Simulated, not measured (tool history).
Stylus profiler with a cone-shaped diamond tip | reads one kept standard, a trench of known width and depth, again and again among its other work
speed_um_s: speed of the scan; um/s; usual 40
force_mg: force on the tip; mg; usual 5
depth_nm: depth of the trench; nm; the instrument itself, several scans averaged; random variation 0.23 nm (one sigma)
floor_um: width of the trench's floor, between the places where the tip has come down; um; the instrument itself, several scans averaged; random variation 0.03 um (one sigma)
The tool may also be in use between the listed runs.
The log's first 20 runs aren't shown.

run	hour	speed_um_s	force_mg	depth_nm	floor_um
21	1096.2	40	5	1016.09	15.63
22	1146.5	40	5	1016.21	15.62
23	1201	40	9.61	1024.86	15.62
24	1251.1	40	9.61	1024.55	15.56
25	1312.3	26	11.34	1027.8	15.59
26	1361.5	101	14.43	1032.07	15.46
27	1429	101	4.23	1013.82	15.19
28	1467	101	4.23	1013.76	15.23
29	1521.9	17	4.23	1013.73	15.55
30	1570.1	54	5.68	1016.76	15.35
31	1611.6	147	3.08	1010.66	14.85
32	1653.8	46	14.29	1031.3	15.45
33	1714.3	20	3.95	1013.29	15.46
34	1766.4	40	5.45	1016.07	15.36
35	1822.3	40	14.44	1031.78	15.41
36	1887.1	22	3.26	1010.95	15.37

Run 37 comes next. What will it give?
37	1934.7	22	3.26	?	?

Run 37 gave depth_nm 1010.93 nm, floor_um 15.29 um.
Without the tool's hidden state the same run would have given depth_nm 1011.98 nm, floor_um 16.37 um.

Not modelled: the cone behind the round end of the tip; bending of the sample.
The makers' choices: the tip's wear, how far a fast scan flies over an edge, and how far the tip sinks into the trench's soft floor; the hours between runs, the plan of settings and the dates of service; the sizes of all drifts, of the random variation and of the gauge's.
